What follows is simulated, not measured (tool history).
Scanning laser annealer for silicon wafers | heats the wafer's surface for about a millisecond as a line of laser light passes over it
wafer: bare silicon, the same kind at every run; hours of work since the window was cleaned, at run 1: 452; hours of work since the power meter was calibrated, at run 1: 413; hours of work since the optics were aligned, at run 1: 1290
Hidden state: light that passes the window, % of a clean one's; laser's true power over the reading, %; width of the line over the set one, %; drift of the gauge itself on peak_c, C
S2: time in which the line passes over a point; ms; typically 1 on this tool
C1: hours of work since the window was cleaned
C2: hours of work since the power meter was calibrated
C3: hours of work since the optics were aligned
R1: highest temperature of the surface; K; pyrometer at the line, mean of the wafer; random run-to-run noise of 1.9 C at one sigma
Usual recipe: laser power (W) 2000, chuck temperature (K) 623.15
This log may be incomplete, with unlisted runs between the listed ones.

Run 1, hour 0: usual settings; C1 452; C2 413; C3 1290. Result: R1 1333.15 K.
Run 2, hour 27.2: usual settings but S2 0.72 ms; C1 463; C2 424; C3 1301. Result: R1 1206.15 K.
Run 3, hour 60.7: usual settings but S2 0.72 ms; C1 477; C2 438; C3 1315. Result: R1 1208.15 K.
Run 4, hour 91.3: usual settings but S2 0.72 ms; C1 489; C2 451; C3 1327. Result: R1 1208.15 K.
Run 5, hour 110.4: usual settings but chuck temperature (K) 642.15; C1 497; C2 458; C3 1335. Result: R1 1348.15 K.
Run 6, hour 134: usual settings but chuck temperature (K) 642.15; C1 507; C2 468; C3 1345. Result: R1 1346.15 K.
Run 7, hour 166.3: usual settings but chuck temperature (K) 642.15; C1 520; C2 481; C3 1358. Result: R1 1345.15 K.
Run 8, hour 181.3: usual settings but chuck temperature (K) 642.15; C1 527; C2 488; C3 1364. Result: R1 1347.15 K.
Run 9, hour 215.9: usual settings but chuck temperature (K) 642.15; C1 541; C2 502; C3 1379. Result: R1 1345.15 K.
Run 10, hour 230.1: usual settings; C1 547; C2 508; C3 1384. Result: R1 1321.15 K.
Run 11, hour 251.8: usual settings but S2 1.18 ms; C1 556; C2 517; C3 1393. Result: R1 1392.15 K.
At hour 268.8: optics aligned, line set to its width.
Run 12, hour 274.6: usual settings but S2 1.18 ms; C1 563; C2 524; C3 2. Result: R1 1415.15 K.
Run 13, hour 292.2: usual settings but S2 1.18 ms; C1 570; C2 531; C3 10. Result: R1 1412.15 K.
Run 14, hour 310.5: usual settings but S2 1.18 ms; C1 578; C2 539; C3 17. Result: R1 1411.15 K.
Run 15, hour 331.6: usual settings but S2 0.97 ms, chuck temperature (K) 611.15; C1 586; C2 548; C3 26. Result: R1 1318.15 K.
At hour 344.9: window over the wafer cleaned.
Run 16, hour 347.9: usual settings but S2 0.98 ms; C1 1; C2 553; C3 32. Result: R1 1362.15 K.
Run 17, hour 372: usual settings but S2 0.93 ms, chuck temperature (K) 655.15; C1 11; C2 563; C3 42. Result: R1 1372.15 K.
Run 18, hour 401.3: usual settings but S2 0.93 ms, chuck temperature (K) 655.15; C1 23; C2 575; C3 54. Result: R1 1370.15 K.
Run 19, hour 427.7: usual settings but S2 0.93 ms, chuck temperature (K) 655.15; C1 34; C2 586; C3 65. Result: R1 1369.15 K.
Run 20, hour 450.1: usual settings but laser power (W) 2133, chuck temperature (K) 620.15; C1 43; C2 596; C3 74. Result: R1 1418.15 K.
Run 21, hour 483.1: usual settings but laser power (W) 1898, chuck temperature (K) 591.15; C1 57; C2 609; C3 87. Result: R1 1291.15 K.
Run 22, hour 509.7: usual settings but laser power (W) 2129, S2 0.72 ms; C1 68; C2 620; C3 98. Result: R1 1281.15 K.
Run 23, hour 542.7: usual settings but laser power (W) 1717, S2 0.88 ms; C1 81; C2 634; C3 112. Result: R1 1208.15 K.
Run 24, hour 569.4: usual settings but laser power (W) 1724, S2 0.79 ms; C1 92; C2 645; C3 123. Result: R1 1173.15 K.
Run 25, hour 584.3: usual settings but laser power (W) 2115, S2 1.02 ms; C1 99; C2 651; C3 129. Result: R1 1421.15 K.
Run 26, hour 606.9: usual settings but laser power (W) 2115, S2 1.02 ms; C1 108; C2 660; C3 138. Result: R1 1421.15 K.
Run 27, hour 639.3: usual settings but laser power (W) 2162, S2 1.12 ms, chuck temperature (K) 637.15; C1 121; C2 673; C3 152. Result: R1 1500.15 K.

Consider 5 possible next runs. They are alternatives, not a sequence: every one starts from the tool as it was left by run 27. What does each give?
Run A, hour 661: usual settings but laser power (W) 1751, S2 0.8 ms, chuck temperature (K) 603.15; C1 130; C2 682; C3 161. Result: R1 ?.
Run B, hour 661: usual settings but laser power (W) 1887, S2 0.82 ms, chuck temperature (K) 637.15; C1 130; C2 682; C3 161. Result: R1 ?.
Run C, hour 661: usual settings but S2 0.8 ms; C1 130; C2 682; C3 161. Result: R1 ?.
Run D, hour 661: usual settings but laser power (W) 1843, S2 0.77 ms, chuck temperature (K) 605.15; C1 130; C2 682; C3 161. Result: R1 ?.
Run E, hour 661: usual settings but chuck temperature (K) 606.15; C1 130; C2 682; C3 161. Result: R1 ?.

run       R1
  A  1165.15
  B  1255.15
  C  1271.15
  D  1185.15
  E  1347.15
Without the tool's unlogged condition, the same runs would have read:
run       R1
  A  1172.15
  B  1263.15
  C  1280.15
  D  1193.15
  E  1357.15
